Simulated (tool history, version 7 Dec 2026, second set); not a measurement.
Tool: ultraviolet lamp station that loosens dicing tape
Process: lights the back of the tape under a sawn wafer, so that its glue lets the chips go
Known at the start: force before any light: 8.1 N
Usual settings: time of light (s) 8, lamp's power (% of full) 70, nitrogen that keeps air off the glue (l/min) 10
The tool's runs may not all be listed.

run,day,time of light (s),lamp's power (% of full),nitrogen that keeps air off the glue (l/min),force that peels the tape off (N),light that reached the tape (mJ/cm²)
1,0,8,70,10,1.876,224
2,0.604,8,70,10,1.868,224
3,1.283,8,70,10,1.871,220
4,1.829,8,96,10,1.153,294
5,2.233,8,96,10,1.134,297
6,2.704,6,70,10,2.796,160
7,3.2,8,70,10,1.899,212
8,3.529,8,70,10,1.993,214
9,4.05,16,75,12,0.402,452
10,4.454,12,76,4,1.539,342
11,4.992,12,76,4,1.545,341
12,5.525,6,69,4,3.796,153
13,6.192,15,96,5,0.531,527

Run 14 comes next. What will it give?
14,6.95,12,70,14,?,?

Run 14 gave force that peels the tape off (N) 0.918, light that reached the tape (mJ/cm²) 302.
Without the tool's hidden state the same run would have given force that peels the tape off (N) 0.407, light that reached the tape (mJ/cm²) 428.
